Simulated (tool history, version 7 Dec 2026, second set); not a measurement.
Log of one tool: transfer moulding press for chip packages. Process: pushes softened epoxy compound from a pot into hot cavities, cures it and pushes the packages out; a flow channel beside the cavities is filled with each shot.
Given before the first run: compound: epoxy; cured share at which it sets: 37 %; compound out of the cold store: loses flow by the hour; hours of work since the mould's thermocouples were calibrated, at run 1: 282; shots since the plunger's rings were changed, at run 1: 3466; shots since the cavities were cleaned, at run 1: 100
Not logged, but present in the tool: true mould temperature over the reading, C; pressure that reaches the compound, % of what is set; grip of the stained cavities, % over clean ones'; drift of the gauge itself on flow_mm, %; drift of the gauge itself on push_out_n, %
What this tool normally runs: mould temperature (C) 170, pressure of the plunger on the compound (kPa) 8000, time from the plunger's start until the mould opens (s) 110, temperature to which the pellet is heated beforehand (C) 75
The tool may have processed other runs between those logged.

run	hour	mould temperature (C)	pressure of the plunger on the compound (kPa)	time from the plunger's start until the mould opens (s)	temperature to which the pellet is heated beforehand (C)	hours of work since the mould's thermocouples were calibrated	shots since the plunger's rings were changed	shots since the cavities were cleaned	incoming compound's hours out of the cold store	length that the compound runs in the flow channel (mm)	greatest force on the pins that push the packages out (N)
1	0.0	170	8000	110	75	282	3466	100	11.1	853	535
2	28.3	170	8000	110	75	303	3812	446	18.1	817	673
# hour 50.0: cavities cleaned with cleaning compound and waxed
3	61.6	170	8000	110	75	327	4200	142	16.7	820	562
4	97.8	170	8000	110	84	354	4641	583	25.8	773	715
# hour 106.9: cavities cleaned with cleaning compound and waxed
5	127.5	170	8000	110	84	376	4986	252	8.1	856	601
# hour 151.7: plunger's sealing rings changed
6	159.5	170	8020	110	75	398	95	611	21.4	836	738
# hour 167.4: cavities cleaned with cleaning compound and waxed
7	180.2	170	8000	142	75	412	330	157	27.2	802	462
8	204.5	170	8000	110	75	431	627	454	17.5	852	712
# hour 224.3: cavities cleaned with cleaning compound and waxed
9	240.3	170	8000	110	75	457	1045	195	39.3	743	553
10	271.2	170	8000	110	75	480	1422	572	47.1	707	703
# hour 282.2: cavities cleaned with cleaning compound and waxed
11	289.5	170	8000	110	75	492	1627	88	46.5	708	517
12	311.8	170	8000	110	75	509	1900	361	38.9	732	635
# hour 339.9: cavities cleaned with cleaning compound and waxed
13	343.6	170	8000	110	75	532	2269	44	35.0	750	466
14	375.0	170	8000	110	75	556	2652	427	15.7	838	693
# hour 397.4: cavities cleaned with cleaning compound and waxed
15	398.8	170	8000	110	75	573	2924	17	38.3	729	458
# hour 404.6: mould's thermocouples calibrated
16	420.6	169	6840	120	68	12	3167	260	38.4	668	538
17	448.7	176	6330	114	75	33	3510	603	32.5	655	618
# hour 457.5: cavities cleaned with cleaning compound and waxed
18	467.7	176	6330	114	75	46	3723	125	11.3	741	466
19	487.7	176	6330	114	75	62	3967	369	45.4	602	536
20	508.6	176	6930	120	75	77	4222	624	15.9	746	630
# hour 515.1: cavities cleaned with cleaning compound and waxed
21	536.2	165	9080	96	84	97	4541	258	44.5	745	923
22	556.0	176	9080	149	84	112	4782	499	11.3	885	578
# hour 573.2: cavities cleaned with cleaning compound and waxed
23	590.5	176	9080	149	84	137	5186	212	19.6	826	479
# hour 599.2: plunger's sealing rings changed
24	613.5	165	9080	147	84	152	174	461	18.6	920	601
# hour 632.7: cavities cleaned with cleaning compound and waxed
25	632.7	166	7090	100	66	166	391	0	11.0	850	729
26	664.5	171	6420	92	75	189	778	387	41.7	656	767
27	679.3	171	6420	92	75	201	959	568	14.4	770	939
# hour 691.5: cavities cleaned with cleaning compound and waxed
28	716.5	166	8060	129	83	228	1395	305	23.1	826	576
29	738.3	166	6450	148	83	244	1661	571	28.7	714	628

Below are 3 alternative next runs, each starting from the tool's condition after run 29. Predict each:
# hour 749.8: cavities cleaned with cleaning compound and waxed
A	760.2	175	6450	129	83	259	1910	128	23.7	?	?
# hour 749.8: cavities cleaned with cleaning compound and waxed
B	760.2	170	7690	144	75	259	1910	128	17.7	?	?
# hour 749.8: cavities cleaned with cleaning compound and waxed
C	760.2	171	7290	110	75	259	1910	128	44.7	?	?

run	length that the compound runs in the flow channel (mm)	greatest force on the pins that push the packages out (N)
A	714	429
B	819	435
C	677	477
Without the tool's hidden state the same runs would have given:
run	length that the compound runs in the flow channel (mm)	greatest force on the pins that push the packages out (N)
A	728	363
B	835	366
C	691	397

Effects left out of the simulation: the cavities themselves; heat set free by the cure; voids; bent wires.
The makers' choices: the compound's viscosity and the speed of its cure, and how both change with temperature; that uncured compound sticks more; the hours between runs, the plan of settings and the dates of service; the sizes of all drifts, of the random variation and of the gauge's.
